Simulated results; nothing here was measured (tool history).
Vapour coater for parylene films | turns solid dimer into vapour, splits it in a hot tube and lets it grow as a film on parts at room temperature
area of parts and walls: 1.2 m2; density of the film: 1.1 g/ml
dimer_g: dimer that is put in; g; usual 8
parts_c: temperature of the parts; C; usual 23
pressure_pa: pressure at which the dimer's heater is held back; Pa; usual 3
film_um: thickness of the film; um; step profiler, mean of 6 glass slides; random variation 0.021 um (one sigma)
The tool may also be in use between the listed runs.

| run | hour | dimer_g | parts_c | pressure_pa | film_um |
|---|---|---|---|---|---|
| 1 | 0 | 8 | 23 | 3 | 2.73 |
| 2 | 6.8 | 8 | 23 | 3 | 2.77 |
| 3 | 14.6 | 8 | 23 | 3 | 2.75 |
| 4 | 29.8 | 8 | 23 | 3 | 2.73 |
| 5 | 39.2 | 8 | 23 | 3 | 2.72 |
| 6 | 49.6 | 8 | 23 | 3 | 2.77 |
| 7 | 60.6 | 8 | 23 | 3 | 2.71 |
| 8 | 67 | 4 | 23 | 3 | 1.33 |
| 9 | 74.7 | 4 | 23 | 3 | 1.36 |
| 10 | 88.3 | 4 | 23 | 3 | 1.38 |
| 11 | 101.9 | 4 | 23 | 3 | 1.36 |
| 12 | 111.7 | 4 | 23 | 3 | 1.35 |
| 13 | 126.3 | 4 | 23 | 3 | 1.37 |
| 14 | 138.9 | 4 | 23 | 3 | 1.35 |
| 15 | 153.8 | 4 | 23 | 3 | 1.35 |
|  | 158.7 | trap's valve overhauled |
| 16 | 170.2 | 4 | 23 | 3 | 1.3 |
| 17 | 183.4 | 14 | 23 | 3 | 4.51 |
| 18 | 192 | 14 | 23 | 3 | 4.48 |
| 19 | 204.9 | 14 | 23 | 3 | 4.55 |
|  | 217.8 | trap's valve overhauled, once more |
| 20 | 219.8 | 14 | 23 | 3 | 5.16 |
| 21 | 230.9 | 14 | 23 | 3 | 5.13 |
| 22 | 244.4 | 8 | 23 | 3 | 2.92 |
| 23 | 250.6 | 8 | 23 | 3 | 2.93 |
| 24 | 261.1 | 8 | 23 | 3 | 2.91 |
| 25 | 273.3 | 6 | 19 | 3 | 2.32 |
| 26 | 285.2 | 6 | 27 | 3 | 2.07 |
| 27 | 294 | 4 | 16 | 2.53 | 1.64 |
| 28 | 308.9 | 4 | 16 | 2.53 | 1.64 |
| 29 | 318.7 | 8 | 16 | 7.26 | 2.89 |
| 30 | 330.3 | 9 | 18 | 2 | 3.72 |
| 31 | 342.6 | 9 | 18 | 2 | 3.74 |
| 32 | 353.4 | 9 | 18 | 2 | 3.7 |
| 33 | 361.5 | 8 | 23 | 3.14 | 2.89 |
| 34 | 373.9 | 8 | 23 | 9.37 | 2.47 |
| 35 | 382.8 | 5 | 17 | 9.37 | 1.71 |
| 36 | 397.3 | 10 | 23 | 3 | 3.59 |
| 37 | 409 | 10 | 23 | 3 | 3.58 |
| 38 | 420.3 | 10 | 23 | 3 | 3.54 |
| 39 | 428.1 | 4 | 23 | 3 | 1.4 |
| 40 | 443.1 | 5 | 23 | 8.45 | 1.54 |
| 41 | 456.9 | 6 | 15 | 9.01 | 2.07 |
| 42 | 467.1 | 6 | 33 | 9.01 | 1.56 |
| 43 | 481.9 | 6 | 33 | 2.29 | 1.86 |
| 44 | 492.4 | 3 | 25 | 8.99 | 0.89 |
| 45 | 502.3 | 3 | 25 | 8.99 | 0.89 |
| 46 | 509.1 | 5 | 20 | 8.99 | 1.59 |
| 47 | 517.1 | 5 | 20 | 8.99 | 1.58 |

Some steps in film_um between neighbouring runs. How much of each would the tool show without its hidden state too (settings, what came in, random variation), and how much is left for the hidden state, with any gauge scatter that isn't in both results?
The hidden state here: vapour lost through the trap's worn valve, %; true temperature of the parts over the reading, C; drift of the gauge itself on film_um, %.
Run 7 -> 8: dimer_g 8 -> 4. film_um -1.38 um: hidden state +0.12, all else -1.5.
Run 16 -> 17: dimer_g 4 -> 14. film_um +3.21 um: hidden state -0.45, all else +3.66.
Run 19 -> 20: trap's valve overhauled, once more. film_um +0.61 um: hidden state +0.63, all else -0.02.
Run 21 -> 22: dimer_g 14 -> 8. film_um -2.21 um: hidden state +0.01, all else -2.22.
Run 38 -> 39: dimer_g 10 -> 4. film_um -2.14 um: hidden state +0.09, all else -2.23.

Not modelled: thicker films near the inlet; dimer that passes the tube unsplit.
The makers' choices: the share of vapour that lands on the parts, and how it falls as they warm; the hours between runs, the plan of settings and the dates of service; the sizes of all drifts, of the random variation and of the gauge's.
